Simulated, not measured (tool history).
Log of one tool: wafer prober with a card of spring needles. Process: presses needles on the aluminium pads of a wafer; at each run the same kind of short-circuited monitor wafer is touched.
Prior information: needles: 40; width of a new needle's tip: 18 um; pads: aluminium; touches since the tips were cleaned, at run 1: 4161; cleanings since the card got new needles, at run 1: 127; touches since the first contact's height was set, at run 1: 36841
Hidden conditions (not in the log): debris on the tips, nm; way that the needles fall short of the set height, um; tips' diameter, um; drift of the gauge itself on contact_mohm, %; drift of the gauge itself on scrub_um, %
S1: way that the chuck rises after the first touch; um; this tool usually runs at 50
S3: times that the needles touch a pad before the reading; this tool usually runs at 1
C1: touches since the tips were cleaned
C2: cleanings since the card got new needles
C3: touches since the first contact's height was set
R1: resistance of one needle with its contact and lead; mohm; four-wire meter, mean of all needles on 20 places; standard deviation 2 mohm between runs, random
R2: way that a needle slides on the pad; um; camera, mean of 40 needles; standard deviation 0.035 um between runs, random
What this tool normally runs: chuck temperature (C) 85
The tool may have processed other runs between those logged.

run 1 day=0.000 | S1=50 chuck_temperature_(C)=85 S3=1 | C1=4161 C2=127 C3=36841 | R1=214 R2=8.70
-- day=0.183 tips cleaned on abrasive film
-- day=0.900 tips cleaned on abrasive film
-- day=1.617 tips cleaned on abrasive film
-- day=2.504 tips cleaned on abrasive film
-- day=3.225 tips cleaned on abrasive film
run 2 day=3.704 | S1=50 chuck_temperature_(C)=85 S3=1 | C1=3029 C2=132 C3=60102 | R1=214 R2=8.66
-- day=4.046 tips cleaned on abrasive film
-- day=4.933 tips cleaned on abrasive film
-- day=5.817 tips cleaned on abrasive film
run 3 day=6.000 | S1=50 chuck_temperature_(C)=85 S3=1 | C1=1162 C2=135 C3=74536 | R1=213 R2=8.69
-- day=6.692 tips cleaned on abrasive film
-- day=7.588 tips cleaned on abrasive film
-- day=8.479 tips cleaned on abrasive film
-- day=9.362 tips cleaned on abrasive film
run 4 day=9.608 | S1=40 chuck_temperature_(C)=85 S3=1 | C1=1561 C2=139 C3=97235 | R1=212 R2=6.88
-- day=10.150 tips cleaned on abrasive film
-- day=11.025 tips cleaned on abrasive film
-- day=11.921 tips cleaned on abrasive film
run 5 day=11.942 | S1=50 chuck_temperature_(C)=85 S3=1 | C1=127 C2=142 C3=111894 | R1=213 R2=8.59
-- day=12.642 tips cleaned on abrasive film
-- day=13.362 tips cleaned on abrasive film
-- day=14.258 tips cleaned on abrasive film
run 6 day=14.488 | S1=50 chuck_temperature_(C)=85 S3=1 | C1=1454 C2=145 C3=127893 | R1=210 R2=8.59
-- day=15.025 tips cleaned on abrasive film
-- day=15.921 tips cleaned on abrasive film
-- day=16.804 tips cleaned on abrasive film
-- day=17.604 tips cleaned on abrasive film
run 7 day=17.604 | S1=50 chuck_temperature_(C)=85 S3=1 | C1=0 C2=149 C3=147480 | R1=210 R2=8.61
-- day=18.321 tips cleaned on abrasive film
-- day=19.042 tips cleaned on abrasive film
run 8 day=19.742 | S1=50 chuck_temperature_(C)=85 S3=1 | C1=4427 C2=151 C3=160923 | R1=212 R2=8.51
-- day=19.921 tips cleaned on abrasive film
-- day=20.642 tips cleaned on abrasive film
-- day=21.533 tips cleaned on abrasive film
-- day=22.346 tips cleaned on abrasive film
run 9 day=22.346 | S1=50 chuck_temperature_(C)=85 S3=1 | C1=0 C2=155 C3=177282 | R1=209 R2=8.51
-- day=23.062 tips cleaned on abrasive film
-- day=23.954 tips cleaned on abrasive film
run 10 day=24.133 | S1=50 chuck_temperature_(C)=85 S3=1 | C1=1130 C2=157 C3=188524 | R1=211 R2=8.54
-- day=24.675 tips cleaned on abrasive film
-- day=25.392 tips cleaned on abrasive film
-- day=26.288 tips cleaned on abrasive film
run 11 day=26.362 | S1=50 chuck_temperature_(C)=85 S3=1 | C1=455 C2=160 C3=202511 | R1=213 R2=8.49
-- day=27.079 tips cleaned on abrasive film
-- day=27.967 tips cleaned on abrasive film
-- day=27.979 height of the first contact set anew
-- day=28.858 tips cleaned on abrasive film
run 12 day=29.254 | S1=50 chuck_temperature_(C)=85 S3=1 | C1=2512 C2=163 C3=8029 | R1=211 R2=8.50
-- day=29.612 tips cleaned on abrasive film
-- day=30.496 tips cleaned on abrasive film
-- day=31.371 tips cleaned on abrasive film
-- day=32.088 tips cleaned on abrasive film
-- day=32.808 tips cleaned on abrasive film
run 13 day=33.079 | S1=50 chuck_temperature_(C)=85 S3=1 | C1=1710 C2=168 C3=32053 | R1=210 R2=8.46
-- day=33.617 tips cleaned on abrasive film
-- day=34.512 tips cleaned on abrasive film
-- day=35.396 tips cleaned on abrasive film
-- day=36.112 tips cleaned on abrasive film
run 14 day=36.800 | S1=48 chuck_temperature_(C)=48 S3=1 | C1=4321 C2=172 C3=55453 | R1=204 R2=8.13
-- day=36.979 tips cleaned on abrasive film
-- day=37.700 tips cleaned on abrasive film
-- day=38.596 tips cleaned on abrasive film
run 15 day=39.138 | S1=64 chuck_temperature_(C)=58 S3=1 | C1=3432 C2=175 C3=70153 | R1=202 R2=10.81
-- day=39.321 tips cleaned on abrasive film
-- day=40.217 tips cleaned on abrasive film
-- day=41.096 tips cleaned on abrasive film
run 16 day=41.446 | S1=50 chuck_temperature_(C)=40 S3=3 | C1=2212 C2=178 C3=84664 | R1=202 R2=8.41
-- day=41.804 gauge calibrated
-- day=41.983 tips cleaned on abrasive film
-- day=42.867 tips cleaned on abrasive film
-- day=43.638 tips cleaned on abrasive film
run 17 day=43.638 | S1=35 chuck_temperature_(C)=124 S3=1 | C1=0 C2=181 C3=98417 | R1=230 R2=6.11
-- day=44.529 tips cleaned on abrasive film
-- day=45.262 tips cleaned on abrasive film
run 18 day=45.262 | S1=66 chuck_temperature_(C)=36 S3=1 | C1=0 C2=183 C3=108645 | R1=195 R2=11.42
-- day=46.158 tips cleaned on abrasive film
-- day=46.875 tips cleaned on abrasive film
run 19 day=47.238 | S1=45 chuck_temperature_(C)=54 S3=1 | C1=2271 C2=185 C3=121057 | R1=208 R2=7.78
-- day=47.771 tips cleaned on abrasive film
-- day=48.638 tips cleaned on abrasive film
-- day=49.529 tips cleaned on abrasive film
-- day=50.425 tips cleaned on abrasive film
run 20 day=50.650 | S1=44 chuck_temperature_(C)=120 S3=3 | C1=1420 C2=189 C3=142527 | R1=222 R2=7.59
-- day=51.192 tips cleaned on abrasive film
-- day=51.908 tips cleaned on abrasive film
-- day=52.804 tips cleaned on abrasive film
run 21 day=52.808 | S1=44 chuck_temperature_(C)=120 S3=3 | C1=37 C2=192 C3=156084 | R1=224 R2=7.64
-- day=53.525 tips cleaned on abrasive film
-- day=54.242 tips cleaned on abrasive film
-- day=55.121 tips cleaned on abrasive film
run 22 day=55.133 | S1=35 chuck_temperature_(C)=27 S3=3 | C1=57 C2=195 C3=170675 | R1=202 R2=6.01
-- day=55.850 tips cleaned on abrasive film
-- day=56.721 tips cleaned on abrasive film
-- day=57.454 tips cleaned on abrasive film
run 23 day=57.454 | S1=50 chuck_temperature_(C)=31 S3=3 | C1=0 C2=198 C3=185268 | R1=197 R2=8.61
-- day=58.171 tips cleaned on abrasive film
-- day=59.067 tips cleaned on abrasive film
-- day=59.967 tips cleaned on abrasive film
-- day=60.854 tips cleaned on abrasive film
run 24 day=60.975 | S1=54 chuck_temperature_(C)=26 S3=1 | C1=772 C2=202 C3=207407 | R1=193 R2=9.24
-- day=61.671 tips cleaned on abrasive film
-- day=61.862 height of the first contact set anew
-- day=62.404 tips cleaned on abrasive film
-- day=63.288 tips cleaned on abrasive film
run 25 day=63.917 | S1=54 chuck_temperature_(C)=26 S3=1 | C1=3981 C2=205 C3=12924 | R1=200 R2=9.23
-- day=64.100 tips cleaned on abrasive film
-- day=64.996 tips cleaned on abrasive film
-- day=65.892 tips cleaned on abrasive film
run 26 day=66.096 | S1=54 chuck_temperature_(C)=26 S3=1 | C1=1310 C2=208 C3=26622 | R1=197 R2=9.19

Some steps in R2, run to run, broken into two amounts with sign: the step expected even without the hidden condition (settings, incoming material, random variation), and the rest, left for the hidden condition together with whatever gauge scatter is not in both the measured and the hidden-condition-free result:
Run 14 -> 15: S1 48 -> 64, chuck temperature (C) 48 -> 58, tips cleaned on abrasive film, tips cleaned on abrasive film, tips cleaned on abrasive film. R2 +2.68 um: hidden state -0.09, all else +2.77.
Run 16 -> 17: S1 50 -> 35, chuck temperature (C) 40 -> 124, S3 3 -> 1, gauge calibrated, tips cleaned on abrasive film, tips cleaned on abrasive film, tips cleaned on abrasive film. R2 -2.30 um: hidden state +0.24, all else -2.54.
Run 17 -> 18: S1 35 -> 66, chuck temperature (C) 124 -> 36, tips cleaned on abrasive film, tips cleaned on abrasive film. R2 +5.31 um: hidden state -0.02, all else +5.33.
Run 18 -> 19: S1 66 -> 45, chuck temperature (C) 36 -> 54, tips cleaned on abrasive film, tips cleaned on abrasive film. R2 -3.64 um: hidden state +0.00, all else -3.64.
